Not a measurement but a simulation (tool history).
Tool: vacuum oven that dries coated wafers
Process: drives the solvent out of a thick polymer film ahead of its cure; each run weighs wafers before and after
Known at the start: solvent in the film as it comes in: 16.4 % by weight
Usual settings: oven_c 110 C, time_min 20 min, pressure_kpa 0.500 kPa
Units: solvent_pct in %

run    hour  oven_c  time_min  pressure_kpa  solvent_pct
  1     0.0     110        20         0.500         3.93
        5.7  -- oven's thermocouples calibrated
  2    54.9     110        20         0.500         3.90
  3    97.6     102        20         0.500         6.08
  4   153.3     102        20         0.500         6.13
  5   195.0     102        20         0.500         6.16
  6   278.8     110        20         0.500         4.01
  7   323.2     110        20         0.743         4.14
  8   374.9     110        33         0.500         1.87
  9   449.9     110        33         0.500         1.92
 10   511.1     114        20         0.500         2.95
 11   568.5     114        20         0.500         3.04
 12   634.6     114        20         0.500         2.99
 13   680.6     114        20         0.500         2.99
 14   745.9     114        20         0.500         3.12
 15   820.8     114        20         0.500         3.03
 16   864.2     110        20         0.500         4.06
 17   938.7     110        20         0.500         4.05
 18   992.1     110        20         0.500         3.99
 19  1058.5     110        20         0.500         3.87
 20  1134.3     110        20         1.841         4.62
 21  1195.6     110        20         1.841         4.45
 22  1253.4     107        20         1.109         5.06
 23  1318.3     110        18         1.383         4.75
 24  1385.2     110        23         0.500         3.32
 25  1460.3     110        23         0.552         3.34
 26  1510.4     123        20         0.330         1.18
 27  1590.2     109        20         1.258         4.40
 28  1649.9      96        15         1.258         9.10
 29  1690.7      95        20         1.896         8.68
 30  1730.1     116        33         0.500         1.01
 31  1778.9     120        12         1.038         4.06
 32  1836.0     122        10         0.256         4.18
 33  1907.5     122        21         0.256         1.28
 34  1996.4     122        21         0.256         1.14
 35  2071.6     110        24         0.916         3.38
 36  2135.9     118        20         0.942         2.32
 37  2203.2     111        19         0.261         3.90
 38  2244.2     118        14         0.302         3.50
 39  2325.9     118        14         1.861         3.96

5 ways to go on from here, each from the tool as it stands after run 39. What would each give?
  A  2374.3     110        24         0.500            ?
  B  2374.3     105        29         0.458            ?
  C  2374.3     118        35         1.861            ?
  D  2374.3      96        30         1.861            ?
  E  2374.3     118        20         1.793            ?

run  solvent_pct
  A         3.18
  B         3.63
  C         1.14
  D         6.69
  E         2.56
Without the tool's hidden state the same runs would have given:
run  solvent_pct
  A         3.16
  B         3.61
  C         1.13
  D         6.67
  E         2.55

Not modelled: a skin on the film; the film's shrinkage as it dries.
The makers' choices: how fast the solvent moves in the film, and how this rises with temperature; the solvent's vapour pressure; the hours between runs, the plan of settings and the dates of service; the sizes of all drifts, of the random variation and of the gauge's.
